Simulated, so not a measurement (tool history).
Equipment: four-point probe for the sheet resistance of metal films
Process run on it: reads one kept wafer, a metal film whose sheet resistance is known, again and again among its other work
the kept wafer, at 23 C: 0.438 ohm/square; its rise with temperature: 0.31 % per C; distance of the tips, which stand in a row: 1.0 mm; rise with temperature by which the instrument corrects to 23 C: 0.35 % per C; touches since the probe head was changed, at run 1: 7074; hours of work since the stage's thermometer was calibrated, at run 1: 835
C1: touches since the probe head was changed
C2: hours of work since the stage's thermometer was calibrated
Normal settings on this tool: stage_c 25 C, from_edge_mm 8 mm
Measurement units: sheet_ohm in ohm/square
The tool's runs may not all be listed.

{"run": 1, "hour": 0.0, "stage_c": 25, "from_edge_mm": 8, "C1": 7074, "C2": 835, "sheet_ohm": 0.441481}
{"run": 2, "hour": 11.9, "stage_c": 25, "from_edge_mm": 8, "C1": 7232, "C2": 841, "sheet_ohm": 0.441564}
{"run": 3, "hour": 19.6, "stage_c": 25, "from_edge_mm": 8, "C1": 7333, "C2": 845, "sheet_ohm": 0.441546}
{"run": 4, "hour": 32.4, "stage_c": 25, "from_edge_mm": 8, "C1": 7503, "C2": 851, "sheet_ohm": 0.44157}
{"run": 5, "hour": 43.3, "stage_c": 25, "from_edge_mm": 8, "C1": 7646, "C2": 857, "sheet_ohm": 0.441627}
{"run": 6, "hour": 57.2, "stage_c": 25, "from_edge_mm": 8, "C1": 7831, "C2": 864, "sheet_ohm": 0.4416}
{"run": 7, "hour": 71.6, "stage_c": 25, "from_edge_mm": 10, "C1": 8021, "C2": 872, "sheet_ohm": 0.440265}
{"run": 8, "hour": 86.1, "stage_c": 24, "from_edge_mm": 10, "C1": 8212, "C2": 879, "sheet_ohm": 0.440467}
{"run": 9, "hour": 98.3, "stage_c": 24, "from_edge_mm": 10, "C1": 8374, "C2": 885, "sheet_ohm": 0.440262}
{"run": 10, "hour": 108.2, "stage_c": 24, "from_edge_mm": 10, "C1": 8504, "C2": 890, "sheet_ohm": 0.440351}
{"run": 11, "hour": 116.9, "stage_c": 24, "from_edge_mm": 10, "C1": 8619, "C2": 895, "sheet_ohm": 0.4403}
{"run": 12, "hour": 125.4, "stage_c": 24, "from_edge_mm": 10, "C1": 8732, "C2": 899, "sheet_ohm": 0.440334}
{"run": 13, "hour": 135.9, "stage_c": 25, "from_edge_mm": 8, "C1": 8871, "C2": 904, "sheet_ohm": 0.44146}
{"run": 14, "hour": 142.5, "stage_c": 27, "from_edge_mm": 8, "C1": 8958, "C2": 908, "sheet_ohm": 0.441188}
{"run": 15, "hour": 156.7, "stage_c": 25, "from_edge_mm": 30, "C1": 9146, "C2": 915, "sheet_ohm": 0.438091}
{"run": 16, "hour": 170.8, "stage_c": 29, "from_edge_mm": 8, "C1": 9332, "C2": 922, "sheet_ohm": 0.440965}
{"run": 17, "hour": 183.3, "stage_c": 20, "from_edge_mm": 34, "C1": 9498, "C2": 929, "sheet_ohm": 0.439}
{"run": 18, "hour": 197.4, "stage_c": 21, "from_edge_mm": 5, "C1": 9684, "C2": 936, "sheet_ohm": 0.447687}
{"run": 19, "hour": 205.6, "stage_c": 28, "from_edge_mm": 7, "C1": 9793, "C2": 940, "sheet_ohm": 0.442105}
{"run": 20, "hour": 220.8, "stage_c": 28, "from_edge_mm": 7, "C1": 9994, "C2": 948, "sheet_ohm": 0.442228}
{"run": 21, "hour": 231.4, "stage_c": 26, "from_edge_mm": 74, "C1": 10133, "C2": 953, "sheet_ohm": 0.437798}
{"run": 22, "hour": 239.7, "stage_c": 32, "from_edge_mm": 7, "C1": 10243, "C2": 958, "sheet_ohm": 0.441538}

What does the tool deliver on the next run?
{"run": 23, "hour": 252.8, "stage_c": 20, "from_edge_mm": 8, "C1": 10417, "C2": 964, "sheet_ohm": "?"}

sheet_ohm: 0.442325 ohm/square
Take away the tool's hidden state, keep the run-to-run variation as it was, and the same run would have given sheet_ohm 0.442114 ohm/square.

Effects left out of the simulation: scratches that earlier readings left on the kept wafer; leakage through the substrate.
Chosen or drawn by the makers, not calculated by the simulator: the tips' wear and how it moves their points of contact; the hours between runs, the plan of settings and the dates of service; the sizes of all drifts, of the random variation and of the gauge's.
